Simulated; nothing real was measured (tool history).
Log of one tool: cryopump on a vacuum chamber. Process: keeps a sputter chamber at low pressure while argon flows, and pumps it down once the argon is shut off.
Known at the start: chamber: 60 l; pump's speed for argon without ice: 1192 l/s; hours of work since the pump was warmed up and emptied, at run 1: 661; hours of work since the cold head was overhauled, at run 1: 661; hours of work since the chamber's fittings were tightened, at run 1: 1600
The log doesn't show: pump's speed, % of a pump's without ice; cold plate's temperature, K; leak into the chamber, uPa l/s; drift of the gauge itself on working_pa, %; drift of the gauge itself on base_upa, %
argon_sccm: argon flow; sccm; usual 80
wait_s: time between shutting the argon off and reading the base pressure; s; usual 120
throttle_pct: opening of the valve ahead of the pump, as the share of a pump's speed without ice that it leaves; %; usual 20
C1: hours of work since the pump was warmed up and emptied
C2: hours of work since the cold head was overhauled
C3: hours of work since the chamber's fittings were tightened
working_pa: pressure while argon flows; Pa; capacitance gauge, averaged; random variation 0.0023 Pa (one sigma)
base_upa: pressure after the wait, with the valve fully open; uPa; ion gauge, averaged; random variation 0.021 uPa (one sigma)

{"run": 1, "hour": 0.0, "argon_sccm": 80, "wait_s": 120, "throttle_pct": 20, "C1": 661, "C2": 661, "C3": 1600, "working_pa": 0.5891, "base_upa": 1.02}
{"run": 2, "hour": 44.5, "argon_sccm": 80, "wait_s": 120, "throttle_pct": 20, "C1": 696, "C2": 696, "C3": 1634, "working_pa": 0.5978, "base_upa": 1.02}
{"run": 3, "hour": 79.9, "argon_sccm": 83, "wait_s": 120, "throttle_pct": 20, "C1": 723, "C2": 723, "C3": 1662, "working_pa": 0.6178, "base_upa": 1.03}
{"run": 4, "hour": 113.9, "argon_sccm": 83, "wait_s": 120, "throttle_pct": 20, "C1": 749, "C2": 749, "C3": 1688, "working_pa": 0.6173, "base_upa": 1.05}
{"run": 5, "hour": 155.3, "argon_sccm": 83, "wait_s": 120, "throttle_pct": 20, "C1": 781, "C2": 781, "C3": 1720, "working_pa": 0.6224, "base_upa": 1.09}
{"run": 6, "hour": 201.7, "argon_sccm": 80, "wait_s": 120, "throttle_pct": 20, "C1": 817, "C2": 817, "C3": 1756, "working_pa": 0.5964, "base_upa": 1.09}
{"run": 7, "hour": 230.1, "argon_sccm": 80, "wait_s": 120, "throttle_pct": 20, "C1": 839, "C2": 839, "C3": 1778, "working_pa": 0.5955, "base_upa": 1.12}
{"run": 8, "hour": 267.2, "argon_sccm": 80, "wait_s": 193, "throttle_pct": 20, "C1": 868, "C2": 868, "C3": 1806, "working_pa": 0.5991, "base_upa": 1.03}
{"run": 9, "hour": 315.9, "argon_sccm": 80, "wait_s": 193, "throttle_pct": 20, "C1": 905, "C2": 905, "C3": 1844, "working_pa": 0.6026, "base_upa": 1.03}
{"run": 10, "hour": 374.8, "argon_sccm": 80, "wait_s": 120, "throttle_pct": 20, "C1": 951, "C2": 951, "C3": 1889, "working_pa": 0.6075, "base_upa": 1.2}
{"run": 11, "hour": 422.4, "argon_sccm": 80, "wait_s": 120, "throttle_pct": 20, "C1": 988, "C2": 988, "C3": 1926, "working_pa": 0.6061, "base_upa": 1.17}
{"run": 12, "hour": 472.9, "argon_sccm": 80, "wait_s": 120, "throttle_pct": 20, "C1": 1026, "C2": 1026, "C3": 1965, "working_pa": 0.6067, "base_upa": 1.21}
{"run": 13, "hour": 502.6, "argon_sccm": 80, "wait_s": 120, "throttle_pct": 20, "C1": 1049, "C2": 1049, "C3": 1988, "working_pa": 0.609, "base_upa": 1.28}
{"run": 14, "hour": 558.8, "argon_sccm": 80, "wait_s": 120, "throttle_pct": 20, "C1": 1093, "C2": 1093, "C3": 2031, "working_pa": 0.6084, "base_upa": 1.23}
{"run": 15, "hour": 601.1, "argon_sccm": 43, "wait_s": 120, "throttle_pct": 20, "C1": 1126, "C2": 1126, "C3": 2064, "working_pa": 0.3288, "base_upa": 1.32}
{"hour": 610.9, "done": "pump warmed up, emptied and cooled again"}
{"run": 16, "hour": 665.6, "argon_sccm": 72, "wait_s": 120, "throttle_pct": 51, "C1": 42, "C2": 1172, "C3": 2110, "working_pa": 0.2035, "base_upa": 1.01}
{"run": 17, "hour": 712.4, "argon_sccm": 56, "wait_s": 107, "throttle_pct": 23, "C1": 78, "C2": 1208, "C3": 2146, "working_pa": 0.3456, "base_upa": 1.11}
{"run": 18, "hour": 771.3, "argon_sccm": 56, "wait_s": 107, "throttle_pct": 23, "C1": 124, "C2": 1253, "C3": 2192, "working_pa": 0.3496, "base_upa": 1.06}
{"run": 19, "hour": 804.2, "argon_sccm": 56, "wait_s": 107, "throttle_pct": 23, "C1": 149, "C2": 1279, "C3": 2217, "working_pa": 0.3499, "base_upa": 1.13}
{"run": 20, "hour": 854.1, "argon_sccm": 56, "wait_s": 107, "throttle_pct": 23, "C1": 188, "C2": 1317, "C3": 2256, "working_pa": 0.3496, "base_upa": 1.09}
{"run": 21, "hour": 889.4, "argon_sccm": 56, "wait_s": 107, "throttle_pct": 23, "C1": 215, "C2": 1344, "C3": 2283, "working_pa": 0.3528, "base_upa": 1.12}
{"run": 22, "hour": 927.6, "argon_sccm": 91, "wait_s": 107, "throttle_pct": 35, "C1": 245, "C2": 1374, "C3": 2312, "working_pa": 0.3814, "base_upa": 1.11}
{"run": 23, "hour": 983.1, "argon_sccm": 91, "wait_s": 107, "throttle_pct": 35, "C1": 287, "C2": 1417, "C3": 2355, "working_pa": 0.3775, "base_upa": 1.07}
{"run": 24, "hour": 1035.7, "argon_sccm": 66, "wait_s": 120, "throttle_pct": 20, "C1": 328, "C2": 1457, "C3": 2396, "working_pa": 0.4764, "base_upa": 1.18}
{"run": 25, "hour": 1080.2, "argon_sccm": 35, "wait_s": 120, "throttle_pct": 52, "C1": 362, "C2": 1492, "C3": 2430, "working_pa": 0.1012, "base_upa": 1.16}
{"run": 26, "hour": 1141.0, "argon_sccm": 80, "wait_s": 37, "throttle_pct": 35, "C1": 409, "C2": 1539, "C3": 2477, "working_pa": 0.3394, "base_upa": 1.8}
{"run": 27, "hour": 1195.5, "argon_sccm": 43, "wait_s": 100, "throttle_pct": 31, "C1": 452, "C2": 1581, "C3": 2519, "working_pa": 0.2041, "base_upa": 1.23}
{"run": 28, "hour": 1250.1, "argon_sccm": 69, "wait_s": 100, "throttle_pct": 31, "C1": 494, "C2": 1623, "C3": 2562, "working_pa": 0.3312, "base_upa": 1.27}
{"run": 29, "hour": 1305.0, "argon_sccm": 69, "wait_s": 100, "throttle_pct": 31, "C1": 536, "C2": 1665, "C3": 2604, "working_pa": 0.3305, "base_upa": 1.3}
{"run": 30, "hour": 1338.6, "argon_sccm": 80, "wait_s": 120, "throttle_pct": 23, "C1": 562, "C2": 1691, "C3": 2630, "working_pa": 0.5142, "base_upa": 1.23}

5 ways to go on from here, each from the tool as it stands after run 30. What would each give?
{"run": "A", "hour": 1399.7, "argon_sccm": 80, "wait_s": 198, "throttle_pct": 18, "C1": 609, "C2": 1738, "C3": 2677, "working_pa": "?", "base_upa": "?"}
{"run": "B", "hour": 1399.7, "argon_sccm": 48, "wait_s": 115, "throttle_pct": 16, "C1": 609, "C2": 1738, "C3": 2677, "working_pa": "?", "base_upa": "?"}
{"run": "C", "hour": 1399.7, "argon_sccm": 80, "wait_s": 25, "throttle_pct": 40, "C1": 609, "C2": 1738, "C3": 2677, "working_pa": "?", "base_upa": "?"}
{"run": "D", "hour": 1399.7, "argon_sccm": 80, "wait_s": 27, "throttle_pct": 23, "C1": 609, "C2": 1738, "C3": 2677, "working_pa": "?", "base_upa": "?"}
{"run": "E", "hour": 1399.7, "argon_sccm": 69, "wait_s": 190, "throttle_pct": 38, "C1": 609, "C2": 1738, "C3": 2677, "working_pa": "?", "base_upa": "?"}

run=A working_pa=0.6515 base_upa=1.18
run=B working_pa=0.4392 base_upa=1.26
run=C working_pa=0.3032 base_upa=2.27
run=D working_pa=0.5165 base_upa=2.17
run=E working_pa=0.2745 base_upa=1.19
Without the tool's hidden state the same runs would have given:
run=A working_pa=0.6300 base_upa=0.40
run=B working_pa=0.4263 base_upa=0.51
run=C working_pa=0.2818 base_upa=1.49
run=D working_pa=0.4949 base_upa=1.39
run=E working_pa=0.2560 base_upa=0.42
